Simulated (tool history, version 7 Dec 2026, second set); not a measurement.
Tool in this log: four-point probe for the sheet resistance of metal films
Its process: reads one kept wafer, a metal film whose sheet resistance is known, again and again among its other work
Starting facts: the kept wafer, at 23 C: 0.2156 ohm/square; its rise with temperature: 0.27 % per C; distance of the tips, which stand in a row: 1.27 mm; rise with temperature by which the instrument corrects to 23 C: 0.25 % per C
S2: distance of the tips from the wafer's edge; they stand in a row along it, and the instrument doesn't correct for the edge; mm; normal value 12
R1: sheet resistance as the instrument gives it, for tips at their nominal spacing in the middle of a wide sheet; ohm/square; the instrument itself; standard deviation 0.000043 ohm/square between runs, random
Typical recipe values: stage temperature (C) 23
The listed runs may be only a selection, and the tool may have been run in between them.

Run 1, hour 0.0: usual settings. Result: R1 0.216535 ohm/square.
Run 2, hour 14.7: usual settings. Result: R1 0.216680 ohm/square.
Run 3, hour 30.0: usual settings. Result: R1 0.216713 ohm/square.
Run 4, hour 47.5: usual settings but S2 4 mm. Result: R1 0.226414 ohm/square.
Run 5, hour 70.3: usual settings but S2 4 mm. Result: R1 0.226400 ohm/square.
Run 6, hour 87.7: usual settings but S2 4 mm. Result: R1 0.226361 ohm/square.
Run 7, hour 100.8: usual settings but S2 4 mm. Result: R1 0.226453 ohm/square.
Run 8, hour 117.0: usual settings but stage temperature (C) 31. Result: R1 0.216952 ohm/square.
Run 9, hour 132.4: usual settings but stage temperature (C) 31. Result: R1 0.216880 ohm/square.
Run 10, hour 154.8: usual settings. Result: R1 0.216695 ohm/square.
Run 11, hour 176.7: usual settings. Result: R1 0.216713 ohm/square.
Run 12, hour 193.7: usual settings. Result: R1 0.216709 ohm/square.
Run 13, hour 205.9: usual settings. Result: R1 0.216765 ohm/square.
Run 14, hour 218.7: usual settings. Result: R1 0.216772 ohm/square.
Run 15, hour 236.4: usual settings. Result: R1 0.216703 ohm/square.
Run 16, hour 259.6: usual settings. Result: R1 0.216753 ohm/square.
Run 17, hour 278.7: usual settings. Result: R1 0.216736 ohm/square.
Run 18, hour 299.0: usual settings but S2 74 mm. Result: R1 0.215565 ohm/square.
Run 19, hour 319.3: usual settings but S2 3 mm. Result: R1 0.234245 ohm/square.
Run 20, hour 330.0: usual settings but stage temperature (C) 33, S2 3 mm. Result: R1 0.234488 ohm/square.
Run 21, hour 352.9: usual settings but stage temperature (C) 19, S2 5 mm. Result: R1 0.222610 ohm/square.
Run 22, hour 376.1: usual settings but stage temperature (C) 29, S2 16 mm. Result: R1 0.216424 ohm/square.
Run 23, hour 392.0: usual settings but stage temperature (C) 35, S2 66 mm. Result: R1 0.215876 ohm/square.
Run 24, hour 401.8: usual settings but stage temperature (C) 35, S2 33 mm. Result: R1 0.216013 ohm/square.

Run 25 comes next. What will it give?
Run 25, hour 425.1: usual settings but stage temperature (C) 35, S2 33 mm. Result: R1 ?.

{"run 25": {"R1": 0.216103}}
Minus the tool's unlogged condition, the same run would have read R1 0.216124 ohm/square.

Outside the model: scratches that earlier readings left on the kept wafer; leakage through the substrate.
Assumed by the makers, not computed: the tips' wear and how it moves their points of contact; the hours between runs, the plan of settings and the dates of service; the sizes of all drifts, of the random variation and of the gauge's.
